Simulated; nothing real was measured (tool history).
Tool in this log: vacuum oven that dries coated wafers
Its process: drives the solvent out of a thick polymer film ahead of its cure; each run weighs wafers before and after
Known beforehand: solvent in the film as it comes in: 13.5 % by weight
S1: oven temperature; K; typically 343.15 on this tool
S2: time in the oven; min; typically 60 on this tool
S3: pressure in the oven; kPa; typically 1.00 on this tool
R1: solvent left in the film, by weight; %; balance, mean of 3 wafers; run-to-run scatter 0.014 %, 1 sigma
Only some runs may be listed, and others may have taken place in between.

run	hour	S1	S2	S3	R1
1	0.0	343.15	60	1.00	1.46
2	105.8	343.15	60	3.12	2.87
3	183.9	343.15	60	3.12	2.82
4	288.0	343.15	60	3.12	2.87
5	360.0	343.15	51	3.12	3.14
6	413.8	343.15	60	1.00	1.43
# hour 429.8: oven's thermocouples calibrated
7	466.3	343.15	60	1.00	1.67
8	542.3	343.15	60	0.59	1.34
9	591.0	335.15	60	1.00	3.56
10	696.7	343.15	40	1.00	2.72
11	778.2	330.15	60	1.00	5.05
12	885.1	330.15	60	1.00	5.03
13	936.5	330.15	60	1.00	5.07
14	1025.4	330.15	99	0.58	2.90
15	1085.2	343.15	31	3.15	4.78
16	1181.4	332.15	62	3.15	6.22
17	1250.5	333.15	54	2.02	5.33
18	1307.8	335.15	57	1.00	3.67
19	1384.7	335.15	57	1.00	3.65
20	1476.6	350.15	95	1.00	0.73
21	1537.3	343.15	60	2.45	2.62
22	1610.4	343.15	60	2.45	2.62
23	1687.8	352.15	57	1.03	0.76
24	1796.1	334.15	37	2.26	6.32
25	1909.0	345.15	60	1.00	1.35

Forecast each of these 4 alternatives for the next run:
A	2011.6	354.15	72	2.61	?
B	2011.6	333.15	51	3.15	?
C	2011.6	332.15	62	1.00	?
D	2011.6	335.15	105	1.00	?

run	R1
A	1.37
B	6.33
C	4.20
D	2.00
The same runs, with their run-to-run variation unchanged, on a tool lacking any hidden condition would have given:
run	R1
A	1.26
B	6.35
C	4.17
D	1.83
